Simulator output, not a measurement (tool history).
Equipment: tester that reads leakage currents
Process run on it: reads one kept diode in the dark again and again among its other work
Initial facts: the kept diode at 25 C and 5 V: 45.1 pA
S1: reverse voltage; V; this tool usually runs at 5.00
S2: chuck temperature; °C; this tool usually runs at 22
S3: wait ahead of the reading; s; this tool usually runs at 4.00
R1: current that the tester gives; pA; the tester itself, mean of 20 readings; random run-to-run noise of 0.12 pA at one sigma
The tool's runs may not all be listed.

run 1 hour=0.0 | S1=5.00 S2=22 S3=4.00 | R1=39.21
run 2 hour=92.2 | S1=3.20 S2=22 S3=4.00 | R1=31.04
run 3 hour=171.3 | S1=3.20 S2=22 S3=4.00 | R1=31.27
run 4 hour=266.4 | S1=3.20 S2=60 S3=4.00 | R1=567.60
run 5 hour=316.1 | S1=3.20 S2=60 S3=4.00 | R1=569.06
-- hour=325.5 chuck's temperature calibrated
run 6 hour=396.0 | S1=3.20 S2=60 S3=4.00 | R1=575.95
run 7 hour=481.7 | S1=5.00 S2=22 S3=4.00 | R1=41.04
run 8 hour=560.7 | S1=3.28 S2=34 S3=1.59 | R1=85.88
run 9 hour=669.2 | S1=9.37 S2=22 S3=8.29 | R1=59.49

Estimate the outcome of run 10 from the log above:
run 10 hour=742.5 | S1=1.39 S2=53 S3=7.90 | R1=?

Run 10 measured R1 236.07 pA.
Without the tool's hidden state the same run would have given R1 223.97 pA.

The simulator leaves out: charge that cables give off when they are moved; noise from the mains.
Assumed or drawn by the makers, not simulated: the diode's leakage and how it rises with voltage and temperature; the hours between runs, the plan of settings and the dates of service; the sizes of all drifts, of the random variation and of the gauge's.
